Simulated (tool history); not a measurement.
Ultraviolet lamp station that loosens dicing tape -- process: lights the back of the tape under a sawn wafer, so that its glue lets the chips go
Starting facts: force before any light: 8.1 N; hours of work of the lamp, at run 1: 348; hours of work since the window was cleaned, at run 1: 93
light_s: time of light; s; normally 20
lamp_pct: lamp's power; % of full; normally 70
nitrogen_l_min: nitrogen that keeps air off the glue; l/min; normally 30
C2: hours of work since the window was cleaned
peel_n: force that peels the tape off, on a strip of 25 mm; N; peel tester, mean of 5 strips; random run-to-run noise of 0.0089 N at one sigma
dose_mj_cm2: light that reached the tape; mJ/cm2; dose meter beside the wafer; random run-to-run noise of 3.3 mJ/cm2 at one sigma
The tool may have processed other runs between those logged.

{"run": 1, "day": 0.0, "light_s": 20, "lamp_pct": 70, "nitrogen_l_min": 30, "hours of work of the lamp": 348, "C2": 93, "peel_n": 0.52, "dose_mj_cm2": 447}
{"run": 2, "day": 1.321, "light_s": 16, "lamp_pct": 70, "nitrogen_l_min": 30, "hours of work of the lamp": 370, "C2": 116, "peel_n": 0.888, "dose_mj_cm2": 350}
{"run": 3, "day": 2.792, "light_s": 16, "lamp_pct": 64, "nitrogen_l_min": 30, "hours of work of the lamp": 395, "C2": 140, "peel_n": 1.088, "dose_mj_cm2": 317}
{"run": 4, "day": 3.638, "light_s": 16, "lamp_pct": 64, "nitrogen_l_min": 30, "hours of work of the lamp": 410, "C2": 155, "peel_n": 1.083, "dose_mj_cm2": 315}
{"run": 5, "day": 5.508, "light_s": 16, "lamp_pct": 64, "nitrogen_l_min": 30, "hours of work of the lamp": 441, "C2": 187, "peel_n": 1.116, "dose_mj_cm2": 307}
{"run": 6, "day": 6.483, "light_s": 20, "lamp_pct": 70, "nitrogen_l_min": 30, "hours of work of the lamp": 458, "C2": 203, "peel_n": 0.607, "dose_mj_cm2": 418}
{"day": 6.658, "done": "window cleaned of glue's vapour"}
{"run": 7, "day": 8.112, "light_s": 20, "lamp_pct": 70, "nitrogen_l_min": 30, "hours of work of the lamp": 485, "C2": 25, "peel_n": 0.561, "dose_mj_cm2": 428}
{"run": 8, "day": 9.896, "light_s": 20, "lamp_pct": 70, "nitrogen_l_min": 30, "hours of work of the lamp": 515, "C2": 55, "peel_n": 0.58, "dose_mj_cm2": 421}
{"run": 9, "day": 11.321, "light_s": 20, "lamp_pct": 70, "nitrogen_l_min": 30, "hours of work of the lamp": 539, "C2": 79, "peel_n": 0.603, "dose_mj_cm2": 417}
{"run": 10, "day": 12.846, "light_s": 20, "lamp_pct": 70, "nitrogen_l_min": 30, "hours of work of the lamp": 565, "C2": 105, "peel_n": 0.623, "dose_mj_cm2": 411}
{"run": 11, "day": 14.35, "light_s": 20, "lamp_pct": 70, "nitrogen_l_min": 30, "hours of work of the lamp": 591, "C2": 130, "peel_n": 0.623, "dose_mj_cm2": 405}
{"run": 12, "day": 15.879, "light_s": 20, "lamp_pct": 74, "nitrogen_l_min": 15, "hours of work of the lamp": 617, "C2": 156, "peel_n": 0.995, "dose_mj_cm2": 413}
{"run": 13, "day": 16.742, "light_s": 35, "lamp_pct": 88, "nitrogen_l_min": 46, "hours of work of the lamp": 631, "C2": 171, "peel_n": 0.137, "dose_mj_cm2": 863}
{"run": 14, "day": 17.533, "light_s": 35, "lamp_pct": 88, "nitrogen_l_min": 46, "hours of work of the lamp": 645, "C2": 184, "peel_n": 0.128, "dose_mj_cm2": 858}
{"day": 18.908, "done": "window cleaned of glue's vapour"}
{"run": 15, "day": 19.379, "light_s": 24, "lamp_pct": 61, "nitrogen_l_min": 32, "hours of work of the lamp": 676, "C2": 8, "peel_n": 0.567, "dose_mj_cm2": 426}
{"run": 16, "day": 20.875, "light_s": 24, "lamp_pct": 61, "nitrogen_l_min": 32, "hours of work of the lamp": 701, "C2": 33, "peel_n": 0.575, "dose_mj_cm2": 411}
{"run": 17, "day": 21.954, "light_s": 24, "lamp_pct": 61, "nitrogen_l_min": 32, "hours of work of the lamp": 719, "C2": 52, "peel_n": 0.59, "dose_mj_cm2": 415}
{"run": 18, "day": 23.167, "light_s": 16, "lamp_pct": 72, "nitrogen_l_min": 32, "hours of work of the lamp": 740, "C2": 72, "peel_n": 0.999, "dose_mj_cm2": 321}
{"run": 19, "day": 24.2, "light_s": 20, "lamp_pct": 67, "nitrogen_l_min": 15, "hours of work of the lamp": 757, "C2": 90, "peel_n": 1.247, "dose_mj_cm2": 364}
{"run": 20, "day": 25.996, "light_s": 34, "lamp_pct": 83, "nitrogen_l_min": 30, "hours of work of the lamp": 788, "C2": 120, "peel_n": 0.176, "dose_mj_cm2": 765}
{"run": 21, "day": 27.175, "light_s": 20, "lamp_pct": 71, "nitrogen_l_min": 48, "hours of work of the lamp": 808, "C2": 140, "peel_n": 0.562, "dose_mj_cm2": 376}
{"run": 22, "day": 28.967, "light_s": 20, "lamp_pct": 85, "nitrogen_l_min": 48, "hours of work of the lamp": 838, "C2": 170, "peel_n": 0.375, "dose_mj_cm2": 444}

4 ways to go on from here, each from the tool as it stands after run 22. What would each give?
{"run": "A", "day": 29.788, "light_s": 11, "lamp_pct": 61, "nitrogen_l_min": 26, "hours of work of the lamp": 852, "C2": 184, "peel_n": "?", "dose_mj_cm2": "?"}
{"run": "B", "day": 29.788, "light_s": 26, "lamp_pct": 82, "nitrogen_l_min": 30, "hours of work of the lamp": 852, "C2": 184, "peel_n": "?", "dose_mj_cm2": "?"}
{"run": "C", "day": 29.788, "light_s": 20, "lamp_pct": 70, "nitrogen_l_min": 48, "hours of work of the lamp": 852, "C2": 184, "peel_n": "?", "dose_mj_cm2": "?"}
{"run": "D", "day": 29.788, "light_s": 36, "lamp_pct": 78, "nitrogen_l_min": 36, "hours of work of the lamp": 852, "C2": 184, "peel_n": "?", "dose_mj_cm2": "?"}

run=A peel_n=2.796 dose_mj_cm2=175
run=B peel_n=0.313 dose_mj_cm2=553
run=C peel_n=0.600 dose_mj_cm2=362
run=D peel_n=0.159 dose_mj_cm2=722
Take away the tool's hidden state, keep each run's random variation, and the runs would have read:
run=A peel_n=1.786 dose_mj_cm2=249
run=B peel_n=0.159 dose_mj_cm2=787
run=C peel_n=0.262 dose_mj_cm2=515
run=D peel_n=0.119 dose_mj_cm2=1031
